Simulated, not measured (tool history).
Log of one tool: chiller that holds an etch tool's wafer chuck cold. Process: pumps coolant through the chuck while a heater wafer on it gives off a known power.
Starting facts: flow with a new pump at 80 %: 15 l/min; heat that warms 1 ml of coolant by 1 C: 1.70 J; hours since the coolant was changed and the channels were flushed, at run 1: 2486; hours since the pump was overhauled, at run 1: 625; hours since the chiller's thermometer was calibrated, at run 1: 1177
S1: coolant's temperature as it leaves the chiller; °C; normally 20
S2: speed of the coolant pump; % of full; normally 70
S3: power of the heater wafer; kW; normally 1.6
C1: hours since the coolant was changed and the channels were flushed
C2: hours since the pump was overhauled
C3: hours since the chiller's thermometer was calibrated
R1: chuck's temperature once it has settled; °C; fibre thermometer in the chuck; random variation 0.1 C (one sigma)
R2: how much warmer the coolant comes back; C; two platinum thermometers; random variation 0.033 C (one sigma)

{"run": 1, "hour": 0.0, "S1": 20, "S2": 70, "S3": 1.6, "C1": 2486, "C2": 625, "C3": 1177, "R1": 37.8, "R2": 4.29}
{"run": 2, "hour": 22.1, "S1": 20, "S2": 70, "S3": 1.6, "C1": 2508, "C2": 647, "C3": 1199, "R1": 37.8, "R2": 4.35}
{"run": 3, "hour": 43.2, "S1": 20, "S2": 70, "S3": 1.6, "C1": 2529, "C2": 668, "C3": 1220, "R1": 38.1, "R2": 4.33}
{"run": 4, "hour": 73.1, "S1": 20, "S2": 70, "S3": 1.557, "C1": 2559, "C2": 698, "C3": 1250, "R1": 37.4, "R2": 4.16}
{"run": 5, "hour": 92.2, "S1": 25, "S2": 70, "S3": 1.6, "C1": 2578, "C2": 717, "C3": 1269, "R1": 43, "R2": 4.3}
{"run": 6, "hour": 121.9, "S1": 25, "S2": 70, "S3": 1.6, "C1": 2608, "C2": 747, "C3": 1299, "R1": 43, "R2": 4.35}
{"run": 7, "hour": 161.9, "S1": 27, "S2": 70, "S3": 1.6, "C1": 2648, "C2": 787, "C3": 1339, "R1": 45, "R2": 4.31}
{"run": 8, "hour": 199.7, "S1": 27, "S2": 70, "S3": 1.6, "C1": 2686, "C2": 825, "C3": 1376, "R1": 44.9, "R2": 4.31}
{"run": 9, "hour": 235.2, "S1": 27, "S2": 70, "S3": 1.6, "C1": 2721, "C2": 860, "C3": 1412, "R1": 45, "R2": 4.35}
{"run": 10, "hour": 255.5, "S1": 27, "S2": 70, "S3": 1.6, "C1": 2741, "C2": 881, "C3": 1432, "R1": 45, "R2": 4.41}
{"hour": 270.6, "done": "coolant changed, channels flushed"}
{"run": 11, "hour": 298.4, "S1": 27, "S2": 65, "S3": 1.6, "C1": 28, "C2": 918, "C3": 1469, "R1": 44.1, "R2": 4.63}
{"run": 12, "hour": 328.8, "S1": 27, "S2": 65, "S3": 1.6, "C1": 58, "C2": 948, "C3": 1500, "R1": 44.1, "R2": 4.67}
{"run": 13, "hour": 365.2, "S1": 27, "S2": 65, "S3": 1.6, "C1": 95, "C2": 984, "C3": 1536, "R1": 44, "R2": 4.6}
{"run": 14, "hour": 405.1, "S1": 27, "S2": 65, "S3": 1.6, "C1": 134, "C2": 1024, "C3": 1576, "R1": 44.2, "R2": 4.61}
{"run": 15, "hour": 449.3, "S1": 28, "S2": 94, "S3": 1.511, "C1": 179, "C2": 1068, "C3": 1620, "R1": 40.6, "R2": 3.09}
{"run": 16, "hour": 477.1, "S1": 28, "S2": 94, "S3": 1.511, "C1": 206, "C2": 1096, "C3": 1648, "R1": 40.7, "R2": 3.1}
{"run": 17, "hour": 496.0, "S1": 20, "S2": 70, "S3": 2.273, "C1": 225, "C2": 1115, "C3": 1667, "R1": 43.2, "R2": 6.16}
{"run": 18, "hour": 529.5, "S1": 11, "S2": 86, "S3": 2.273, "C1": 259, "C2": 1149, "C3": 1700, "R1": 31, "R2": 5.07}
{"hour": 536.3, "done": "coolant pump overhauled"}
{"run": 19, "hour": 556.4, "S1": 19, "S2": 74, "S3": 1.6, "C1": 281, "C2": 20, "C3": 1722, "R1": 34.7, "R2": 4.16}
{"run": 20, "hour": 590.2, "S1": 20, "S2": 88, "S3": 1.6, "C1": 315, "C2": 54, "C3": 1756, "R1": 34.2, "R2": 3.46}
{"hour": 621.7, "done": "coolant pump overhauled, once more"}
{"run": 21, "hour": 629.9, "S1": 15, "S2": 83, "S3": 1.657, "C1": 349, "C2": 8, "C3": 1791, "R1": 30, "R2": 3.75}
{"run": 22, "hour": 669.8, "S1": 20, "S2": 73, "S3": 1.544, "C1": 389, "C2": 48, "C3": 1831, "R1": 35.4, "R2": 3.97}
{"run": 23, "hour": 697.4, "S1": 20, "S2": 70, "S3": 1.216, "C1": 417, "C2": 76, "C3": 1858, "R1": 32.1, "R2": 3.3}
{"run": 24, "hour": 732.5, "S1": 23, "S2": 100, "S3": 1.6, "C1": 452, "C2": 111, "C3": 1893, "R1": 35.7, "R2": 3.07}
{"run": 25, "hour": 767.5, "S1": 23, "S2": 62, "S3": 1.6, "C1": 487, "C2": 146, "C3": 1928, "R1": 40.9, "R2": 4.79}
{"run": 26, "hour": 789.4, "S1": 14, "S2": 62, "S3": 1.6, "C1": 509, "C2": 168, "C3": 1950, "R1": 31.7, "R2": 4.82}
{"run": 27, "hour": 829.8, "S1": 20, "S2": 80, "S3": 1.6, "C1": 549, "C2": 208, "C3": 1991, "R1": 34.8, "R2": 3.78}

4 ways to go on from here, each from the tool as it stands after run 27. What would each give?
{"run": "A", "hour": 847.9, "S1": 27, "S2": 83, "S3": 1.141, "C1": 567, "C2": 226, "C3": 2009, "R1": "?", "R2": "?"}
{"run": "B", "hour": 847.9, "S1": 24, "S2": 81, "S3": 1.089, "C1": 567, "C2": 226, "C3": 2009, "R1": "?", "R2": "?"}
{"run": "C", "hour": 847.9, "S1": 19, "S2": 80, "S3": 1.6, "C1": 567, "C2": 226, "C3": 2009, "R1": "?", "R2": "?"}
{"run": "D", "hour": 847.9, "S1": 22, "S2": 88, "S3": 1.125, "C1": 567, "C2": 226, "C3": 2009, "R1": "?", "R2": "?"}

run=A R1=37.3 R2=2.61
run=B R1=33.9 R2=2.54
run=C R1=34 R2=3.79
run=D R1=31.7 R2=2.37
What these runs would have given with no unlogged condition in the tool:
run=A R1=37.3 R2=2.61
run=B R1=33.9 R2=2.53
run=C R1=33.9 R2=3.77
run=D R1=31.7 R2=2.36

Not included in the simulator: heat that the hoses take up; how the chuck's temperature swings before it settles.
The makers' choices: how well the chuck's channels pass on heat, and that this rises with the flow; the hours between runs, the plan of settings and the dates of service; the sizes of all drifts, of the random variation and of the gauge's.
